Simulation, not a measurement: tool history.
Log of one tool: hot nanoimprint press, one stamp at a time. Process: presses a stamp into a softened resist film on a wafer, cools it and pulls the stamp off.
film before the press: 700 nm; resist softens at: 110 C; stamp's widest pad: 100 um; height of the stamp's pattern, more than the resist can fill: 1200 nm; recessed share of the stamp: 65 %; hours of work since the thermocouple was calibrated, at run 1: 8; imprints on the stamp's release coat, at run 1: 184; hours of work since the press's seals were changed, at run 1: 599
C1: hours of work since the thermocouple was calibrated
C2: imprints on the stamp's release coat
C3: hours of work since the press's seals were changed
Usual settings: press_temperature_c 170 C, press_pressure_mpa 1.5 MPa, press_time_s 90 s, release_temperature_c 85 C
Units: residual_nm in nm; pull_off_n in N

{"run": 1, "day": 0.0, "press_temperature_c": 170, "press_pressure_mpa": 1.5, "press_time_s": 90, "release_temperature_c": 85, "C1": 8, "C2": 184, "C3": 599, "residual_nm": 278, "pull_off_n": 214}
{"run": 2, "day": 3.017, "press_temperature_c": 170, "press_pressure_mpa": 1.5, "press_time_s": 90, "release_temperature_c": 85, "C1": 51, "C2": 465, "C3": 642, "residual_nm": 283.2, "pull_off_n": 217}
{"day": 4.117, "done": "stamp cleaned and given a new release coat"}
{"run": 3, "day": 5.917, "press_temperature_c": 170, "press_pressure_mpa": 1.5, "press_time_s": 90, "release_temperature_c": 85, "C1": 89, "C2": 168, "C3": 680, "residual_nm": 287.7, "pull_off_n": 204}
{"run": 4, "day": 9.371, "press_temperature_c": 170, "press_pressure_mpa": 1.5, "press_time_s": 90, "release_temperature_c": 85, "C1": 138, "C2": 490, "C3": 730, "residual_nm": 288.7, "pull_off_n": 214}
{"day": 10.05, "done": "press's hydraulic seals changed and the load cell set to zero"}
{"day": 10.462, "done": "stamp cleaned and given a new release coat"}
{"run": 5, "day": 12.312, "press_temperature_c": 170, "press_pressure_mpa": 1.5, "press_time_s": 90, "release_temperature_c": 85, "C1": 172, "C2": 172, "C3": 29, "residual_nm": 287.7, "pull_off_n": 214}
{"run": 6, "day": 15.971, "press_temperature_c": 170, "press_pressure_mpa": 1.5, "press_time_s": 90, "release_temperature_c": 78, "C1": 224, "C2": 513, "C3": 81, "residual_nm": 294.3, "pull_off_n": 255}
{"day": 16.517, "done": "stamp cleaned and given a new release coat"}
{"run": 7, "day": 19.396, "press_temperature_c": 178, "press_pressure_mpa": 1.5, "press_time_s": 90, "release_temperature_c": 85, "C1": 270, "C2": 269, "C3": 127, "residual_nm": 193.6, "pull_off_n": 224}
{"run": 8, "day": 21.375, "press_temperature_c": 170, "press_pressure_mpa": 1.5, "press_time_s": 90, "release_temperature_c": 82, "C1": 298, "C2": 453, "C3": 155, "residual_nm": 298.3, "pull_off_n": 242}
{"day": 22.629, "done": "stamp cleaned and given a new release coat"}
{"run": 9, "day": 24.079, "press_temperature_c": 170, "press_pressure_mpa": 1.5, "press_time_s": 90, "release_temperature_c": 85, "C1": 333, "C2": 135, "C3": 190, "residual_nm": 298.2, "pull_off_n": 208}
{"day": 24.4, "done": "plate thermocouple calibrated"}
{"run": 10, "day": 27.308, "press_temperature_c": 170, "press_pressure_mpa": 1.5, "press_time_s": 90, "release_temperature_c": 85, "C1": 42, "C2": 425, "C3": 234, "residual_nm": 301.1, "pull_off_n": 222}
{"day": 28.975, "done": "stamp cleaned and given a new release coat"}
{"run": 11, "day": 31.271, "press_temperature_c": 170, "press_pressure_mpa": 1.5, "press_time_s": 121, "release_temperature_c": 85, "C1": 95, "C2": 214, "C3": 287, "residual_nm": 273.3, "pull_off_n": 217}
{"run": 12, "day": 33.617, "press_temperature_c": 170, "press_pressure_mpa": 1.5, "press_time_s": 121, "release_temperature_c": 85, "C1": 128, "C2": 432, "C3": 321, "residual_nm": 277.1, "pull_off_n": 227}
{"day": 35.158, "done": "stamp cleaned and given a new release coat"}
{"run": 13, "day": 36.958, "press_temperature_c": 170, "press_pressure_mpa": 1.5, "press_time_s": 90, "release_temperature_c": 85, "C1": 172, "C2": 167, "C3": 365, "residual_nm": 312.7, "pull_off_n": 212}

Forecast run 14:
{"day": 39.738, "done": "plate thermocouple calibrated, once more"}
{"run": 14, "day": 39.788, "press_temperature_c": 170, "press_pressure_mpa": 1.5, "press_time_s": 90, "release_temperature_c": 92, "C1": 1, "C2": 420, "C3": 404, "residual_nm": "?", "pull_off_n": "?"}

residual_nm: 280 nm
pull_off_n: 185 N
Without the tool's hidden state the same run would have given residual_nm 274.2 nm, pull_off_n 175 N.
